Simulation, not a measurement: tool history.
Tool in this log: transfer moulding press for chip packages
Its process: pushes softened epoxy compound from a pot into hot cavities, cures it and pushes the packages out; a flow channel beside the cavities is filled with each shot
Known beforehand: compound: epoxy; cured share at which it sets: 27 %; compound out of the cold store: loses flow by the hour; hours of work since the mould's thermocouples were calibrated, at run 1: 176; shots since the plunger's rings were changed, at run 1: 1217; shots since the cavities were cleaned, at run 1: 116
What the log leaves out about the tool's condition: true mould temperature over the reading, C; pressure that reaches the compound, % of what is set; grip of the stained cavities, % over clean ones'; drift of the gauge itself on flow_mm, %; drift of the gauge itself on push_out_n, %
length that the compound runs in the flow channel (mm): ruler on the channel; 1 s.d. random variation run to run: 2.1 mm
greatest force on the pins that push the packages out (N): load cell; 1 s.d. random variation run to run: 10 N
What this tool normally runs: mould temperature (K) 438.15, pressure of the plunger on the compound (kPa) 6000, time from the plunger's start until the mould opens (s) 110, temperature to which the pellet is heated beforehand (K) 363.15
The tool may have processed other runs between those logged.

run,day,mould temperature (K),pressure of the plunger on the compound (kPa),time from the plunger's start until the mould opens (s),temperature to which the pellet is heated beforehand (K),hours of work since the mould's thermocouples were calibrated,shots since the plunger's rings were changed,shots since the cavities were cleaned,incoming compound's hours out of the cold store,length that the compound runs in the flow channel (mm),greatest force on the pins that push the packages out (N)
1,0,438.15,6000,110,363.15,176,1217,116,13.9,712,506
2,0.296,438.15,6000,110,363.15,179,1264,163,18.9,696,492
3,0.688,438.15,6000,129,363.15,183,1326,225,44.9,628,455
4,1.1,438.15,6000,129,363.15,187,1392,291,47.8,623,455
5,1.425,438.15,6000,110,363.15,190,1444,343,23.1,687,484
6,1.683,438.15,6000,101,363.15,192,1485,384,23.4,684,522
7,2.133,438.15,6000,101,363.15,197,1557,456,9.5,722,552
8,2.471,438.15,6000,110,363.15,200,1611,510,40.5,639,485
9,2.683,441.15,6000,110,363.15,202,1645,544,10.4,714,476
10,3.067,441.15,6000,110,363.15,206,1706,605,9,719,509
11,3.429,441.15,6000,110,363.15,210,1763,662,43.8,625,486
12,3.712,441.15,5580,110,363.15,213,1809,708,25.2,651,451
13,3.942,438.15,6000,106,363.15,215,1846,745,45.5,631,503
14,4.142,443.15,6000,110,363.15,217,1877,776,45.1,620,466
# day 4.454: cavities cleaned with cleaning compound and waxed
15,4.475,443.15,6000,110,363.15,219,1921,4,25.5,670,462

What will run 16 give?
16,4.9,442.15,5540,146,372.15,224,1988,71,40.4,?,?

Run 16 measured length that the compound runs in the flow channel (mm) 605, greatest force on the pins that push the packages out (N) 447.
Were there no unlogged condition in the tool, this run, its random variation unchanged, would have produced length that the compound runs in the flow channel (mm) 606, greatest force on the pins that push the packages out (N) 446.
